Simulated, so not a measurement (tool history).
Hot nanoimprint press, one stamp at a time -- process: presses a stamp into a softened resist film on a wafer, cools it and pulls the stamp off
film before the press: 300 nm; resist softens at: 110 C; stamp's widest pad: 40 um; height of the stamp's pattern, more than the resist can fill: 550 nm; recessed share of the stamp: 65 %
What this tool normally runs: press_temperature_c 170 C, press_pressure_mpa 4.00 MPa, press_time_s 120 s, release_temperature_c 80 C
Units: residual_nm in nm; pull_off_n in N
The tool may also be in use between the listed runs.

run 1 hour=0.0 | press_temperature_c=170 press_pressure_mpa=4.00 press_time_s=120 release_temperature_c=80 | residual_nm=150.5 pull_off_n=204
run 2 hour=13.0 | press_temperature_c=170 press_pressure_mpa=4.00 press_time_s=120 release_temperature_c=80 | residual_nm=150.0 pull_off_n=204
run 3 hour=24.7 | press_temperature_c=170 press_pressure_mpa=4.00 press_time_s=120 release_temperature_c=80 | residual_nm=148.9 pull_off_n=203
run 4 hour=37.8 | press_temperature_c=170 press_pressure_mpa=4.00 press_time_s=120 release_temperature_c=80 | residual_nm=149.0 pull_off_n=199
run 5 hour=45.3 | press_temperature_c=170 press_pressure_mpa=2.68 press_time_s=120 release_temperature_c=80 | residual_nm=177.0 pull_off_n=204
run 6 hour=59.9 | press_temperature_c=170 press_pressure_mpa=2.68 press_time_s=120 release_temperature_c=80 | residual_nm=177.3 pull_off_n=209
run 7 hour=67.3 | press_temperature_c=170 press_pressure_mpa=2.68 press_time_s=120 release_temperature_c=80 | residual_nm=178.3 pull_off_n=203
run 8 hour=82.4 | press_temperature_c=170 press_pressure_mpa=2.68 press_time_s=120 release_temperature_c=80 | residual_nm=178.3 pull_off_n=214
run 9 hour=97.3 | press_temperature_c=170 press_pressure_mpa=2.68 press_time_s=120 release_temperature_c=80 | residual_nm=177.7 pull_off_n=205
run 10 hour=106.4 | press_temperature_c=170 press_pressure_mpa=2.68 press_time_s=120 release_temperature_c=80 | residual_nm=177.8 pull_off_n=205
run 11 hour=120.9 | press_temperature_c=170 press_pressure_mpa=2.53 press_time_s=120 release_temperature_c=80 | residual_nm=181.5 pull_off_n=210
-- hour=124.9 plate thermocouple calibrated
run 12 hour=135.4 | press_temperature_c=170 press_pressure_mpa=4.00 press_time_s=120 release_temperature_c=80 | residual_nm=147.1 pull_off_n=213
run 13 hour=145.9 | press_temperature_c=170 press_pressure_mpa=4.00 press_time_s=120 release_temperature_c=80 | residual_nm=147.7 pull_off_n=211
run 14 hour=158.2 | press_temperature_c=170 press_pressure_mpa=4.00 press_time_s=120 release_temperature_c=80 | residual_nm=146.9 pull_off_n=208
-- hour=162.4 plate thermocouple calibrated, once more
run 15 hour=169.2 | press_temperature_c=170 press_pressure_mpa=4.00 press_time_s=120 release_temperature_c=80 | residual_nm=155.0 pull_off_n=219
run 16 hour=178.8 | press_temperature_c=170 press_pressure_mpa=4.35 press_time_s=224 release_temperature_c=80 | residual_nm=118.8 pull_off_n=215
run 17 hour=186.9 | press_temperature_c=170 press_pressure_mpa=4.35 press_time_s=224 release_temperature_c=80 | residual_nm=118.1 pull_off_n=218
run 18 hour=198.4 | press_temperature_c=170 press_pressure_mpa=3.24 press_time_s=224 release_temperature_c=78 | residual_nm=137.4 pull_off_n=234
run 19 hour=211.4 | press_temperature_c=166 press_pressure_mpa=2.74 press_time_s=120 release_temperature_c=85 | residual_nm=216.1 pull_off_n=204
run 20 hour=221.2 | press_temperature_c=179 press_pressure_mpa=4.38 press_time_s=120 release_temperature_c=72 | residual_nm=89.5 pull_off_n=256
run 21 hour=228.6 | press_temperature_c=170 press_pressure_mpa=2.82 press_time_s=220 release_temperature_c=80 | residual_nm=146.8 pull_off_n=226
run 22 hour=240.4 | press_temperature_c=170 press_pressure_mpa=2.82 press_time_s=220 release_temperature_c=80 | residual_nm=148.1 pull_off_n=227
run 23 hour=248.4 | press_temperature_c=170 press_pressure_mpa=2.82 press_time_s=154 release_temperature_c=68 | residual_nm=165.1 pull_off_n=285
run 24 hour=259.1 | press_temperature_c=170 press_pressure_mpa=4.00 press_time_s=232 release_temperature_c=80 | residual_nm=122.4 pull_off_n=219
run 25 hour=269.0 | press_temperature_c=170 press_pressure_mpa=4.00 press_time_s=232 release_temperature_c=80 | residual_nm=121.8 pull_off_n=233
run 26 hour=283.9 | press_temperature_c=174 press_pressure_mpa=4.00 press_time_s=232 release_temperature_c=80 | residual_nm=96.3 pull_off_n=226
run 27 hour=295.7 | press_temperature_c=174 press_pressure_mpa=3.49 press_time_s=232 release_temperature_c=73 | residual_nm=103.0 pull_off_n=278
run 28 hour=306.6 | press_temperature_c=170 press_pressure_mpa=3.76 press_time_s=120 release_temperature_c=85 | residual_nm=158.1 pull_off_n=209
run 29 hour=315.2 | press_temperature_c=170 press_pressure_mpa=4.00 press_time_s=120 release_temperature_c=66 | residual_nm=155.0 pull_off_n=298
run 30 hour=322.2 | press_temperature_c=170 press_pressure_mpa=3.47 press_time_s=120 release_temperature_c=74 | residual_nm=162.6 pull_off_n=259

3 ways to go on from here, each from the tool as it stands after run 30. What would each give?
run A hour=338.4 | press_temperature_c=170 press_pressure_mpa=3.88 press_time_s=120 release_temperature_c=78 | residual_nm=? pull_off_n=?
run B hour=338.4 | press_temperature_c=177 press_pressure_mpa=4.00 press_time_s=120 release_temperature_c=80 | residual_nm=? pull_off_n=?
run C hour=338.4 | press_temperature_c=163 press_pressure_mpa=3.47 press_time_s=77 release_temperature_c=83 | residual_nm=? pull_off_n=?

run=A residual_nm=156.4 pull_off_n=233
run=B residual_nm=103.0 pull_off_n=228
run=C residual_nm=245.0 pull_off_n=217
With no hidden state in the tool, these same runs would have given:
run=A residual_nm=154.2 pull_off_n=187
run=B residual_nm=101.3 pull_off_n=183
run=C residual_nm=243.3 pull_off_n=175

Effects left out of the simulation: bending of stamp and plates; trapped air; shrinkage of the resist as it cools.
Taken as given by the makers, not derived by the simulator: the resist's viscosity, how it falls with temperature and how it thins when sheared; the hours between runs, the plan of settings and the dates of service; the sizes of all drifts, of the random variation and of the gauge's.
